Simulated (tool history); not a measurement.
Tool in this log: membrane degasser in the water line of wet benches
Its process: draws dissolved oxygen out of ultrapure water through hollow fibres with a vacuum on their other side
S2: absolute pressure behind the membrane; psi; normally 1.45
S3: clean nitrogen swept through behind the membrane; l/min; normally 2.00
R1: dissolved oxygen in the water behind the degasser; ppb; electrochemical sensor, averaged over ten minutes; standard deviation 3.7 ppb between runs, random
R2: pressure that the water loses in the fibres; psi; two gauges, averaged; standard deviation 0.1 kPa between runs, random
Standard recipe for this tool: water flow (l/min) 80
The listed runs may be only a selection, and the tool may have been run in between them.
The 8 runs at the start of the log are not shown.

Run 9, hour 1863.8: usual settings but S3 4.61 l/min. Result: R1 533.3 ppb, R2 3.935 psi.
Run 10, hour 2080.7: usual settings but S3 0.98 l/min. Result: R1 1116.2 ppb, R2 3.944 psi.
Run 11, hour 2244.9: usual settings but S3 0.98 l/min. Result: R1 1110.4 ppb, R2 3.941 psi.
At hour 2354.9: vacuum gauge calibrated.
Run 12, hour 2494.7: usual settings but S3 0.98 l/min. Result: R1 1083.3 ppb, R2 3.967 psi.
Run 13, hour 2730.9: usual settings. Result: R1 777.4 ppb, R2 3.949 psi.
Run 14, hour 3025.6: usual settings. Result: R1 776.4 ppb, R2 3.974 psi.
Run 15, hour 3270.8: usual settings but S2 0.93 psi. Result: R1 524.1 ppb, R2 3.973 psi.
Run 16, hour 3547.1: usual settings. Result: R1 777.1 ppb, R2 3.974 psi.
At hour 3724.1: membrane cartridge changed.
Run 17, hour 3728.2: usual settings but water flow (l/min) 67, S2 2.47 psi, S3 0.82 l/min. Result: R1 1711.8 ppb, R2 3.108 psi.
Run 18, hour 4057.6: usual settings but water flow (l/min) 62. Result: R1 531.2 ppb, R2 2.880 psi.
Run 19, hour 4348.3: usual settings but water flow (l/min) 99, S2 1.25 psi, S3 0.91 l/min. Result: R1 1149.4 ppb, R2 4.603 psi.
Run 20, hour 4546.3: usual settings but water flow (l/min) 121, S2 1.83 psi, S3 4.65 l/min. Result: R1 991.9 ppb, R2 5.632 psi.
Run 21, hour 4691.1: usual settings but water flow (l/min) 121, S2 1.83 psi, S3 4.65 l/min. Result: R1 987.6 ppb, R2 5.639 psi.
Run 22, hour 4963.0: usual settings but water flow (l/min) 121, S2 1.83 psi, S3 4.88 l/min. Result: R1 979.2 ppb, R2 5.614 psi.
Run 23, hour 5186.5: usual settings but water flow (l/min) 111, S2 1.09 psi, S3 4.00 l/min. Result: R1 693.7 ppb, R2 5.173 psi.
Run 24, hour 5431.9: usual settings but water flow (l/min) 69, S2 1.42 psi, S3 4.68 l/min. Result: R1 376.4 ppb, R2 3.218 psi.
Run 25, hour 5787.5: usual settings but water flow (l/min) 69, S2 1.42 psi, S3 0.87 l/min. Result: R1 966.2 ppb, R2 3.201 psi.
Run 26, hour 6096.9: usual settings but water flow (l/min) 113, S2 3.47 psi, S3 5.84 l/min. Result: R1 1234.2 ppb, R2 5.278 psi.
Run 27, hour 6270.3: usual settings but water flow (l/min) 113, S2 2.45 psi, S3 2.68 l/min. Result: R1 1424.3 ppb, R2 5.275 psi.
Run 28, hour 6422.8: usual settings but water flow (l/min) 94, S2 1.42 psi. Result: R1 890.9 ppb, R2 4.421 psi.
At hour 6607.9: seals of the vacuum lines changed.
Run 29, hour 6612.4: usual settings but water flow (l/min) 54, S2 1.42 psi. Result: R1 452.4 ppb, R2 2.529 psi.
Run 30, hour 6958.9: usual settings but water flow (l/min) 54, S2 2.84 psi, S3 1.31 l/min. Result: R1 1271.7 ppb, R2 2.541 psi.
Run 31, hour 7120.0: usual settings but water flow (l/min) 54, S2 2.84 psi, S3 1.31 l/min. Result: R1 1263.8 ppb, R2 2.522 psi.
Run 32, hour 7437.1: usual settings but water flow (l/min) 54, S2 2.84 psi, S3 1.44 l/min. Result: R1 1199.6 ppb, R2 2.535 psi.

Predict each of these 3 candidate next runs independently; none follows another, all start after run 32:
At hour 7625.5: vacuum gauge calibrated.
Run A, hour 7668.7: usual settings but water flow (l/min) 52, S2 2.19 psi. Result: R1 ?, R2 ?.
At hour 7625.5: vacuum gauge calibrated.
Run B, hour 7668.7: usual settings but water flow (l/min) 83, S2 1.20 psi. Result: R1 ?, R2 ?.
At hour 7625.5: vacuum gauge calibrated.
Run C, hour 7668.7: usual settings but water flow (l/min) 119, S2 3.05 psi, S3 2.23 l/min. Result: R1 ?, R2 ?.

run      R1     R2
  A   692.7  2.467
  B   641.4  3.909
  C  1889.0  5.610
Without the tool's unlogged condition, the same runs would have read:
run      R1     R2
  A   685.1  2.428
  B   624.6  3.848
  C  1869.1  5.520
